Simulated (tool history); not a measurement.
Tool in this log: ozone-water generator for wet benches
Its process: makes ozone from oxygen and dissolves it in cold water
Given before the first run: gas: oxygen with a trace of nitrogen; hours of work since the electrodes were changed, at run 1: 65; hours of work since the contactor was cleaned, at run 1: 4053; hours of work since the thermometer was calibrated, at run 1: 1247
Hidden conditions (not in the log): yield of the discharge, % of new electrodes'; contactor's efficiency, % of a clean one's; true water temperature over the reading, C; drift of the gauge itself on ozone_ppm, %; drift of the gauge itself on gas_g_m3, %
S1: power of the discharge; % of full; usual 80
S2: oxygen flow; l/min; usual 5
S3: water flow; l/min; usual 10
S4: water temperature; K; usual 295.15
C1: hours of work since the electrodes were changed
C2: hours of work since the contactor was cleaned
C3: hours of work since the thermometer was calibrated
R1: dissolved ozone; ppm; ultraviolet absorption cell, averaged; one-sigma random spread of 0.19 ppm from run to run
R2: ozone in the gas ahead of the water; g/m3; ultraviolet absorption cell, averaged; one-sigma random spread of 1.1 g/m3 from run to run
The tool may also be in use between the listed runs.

run,day,S1,S2,S3,S4,C1,C2,C3,R1,R2
1,0,80,5,10,295.15,65,4053,1247,26.8,195.7
2,1.925,80,5,10,295.15,108,4096,1290,26.7,195.9
3,3.2,80,5,10,289.15,136,4124,1318,29.9,194.8
4,5.096,80,5,10,289.15,179,4167,1361,29.8,194.3
5,6.833,80,5,10,292.15,217,4206,1400,28.5,194.2
6,8.921,80,5,10,292.15,264,4252,1446,28.8,191.7
7,10.979,80,5,10,292.15,310,4298,1492,28.6,192.2
8,11.942,80,5,10,292.15,332,4320,1514,28.4,193
9,13.854,80,5,10,292.15,375,4363,1557,28.4,191.1
10,15.408,80,5,7,292.15,409,4398,1591,34.3,189.7
11,16.258,85,3.95,9,290.15,428,4417,1610,33.1,221
12,17.138,85,3.39,11,296.15,448,4436,1630,26.1,235.5
# day 18.358: gauge calibrated
13,19.05,85,3.39,11,296.15,491,4479,1673,26,240.5
14,20.017,90,5,15,295.15,513,4501,1695,22.2,210.1
15,21.004,90,5,15,295.15,535,4523,1717,21.9,213.3

What does the tool deliver on the next run?
16,22.554,90,5,15,295.15,569,4557,1751,?,?

R1: 22 ppm
R2: 211 g/m3
The same run, on a tool lacking any hidden state, would have yielded R1 22 ppm, R2 212.5 g/m3.
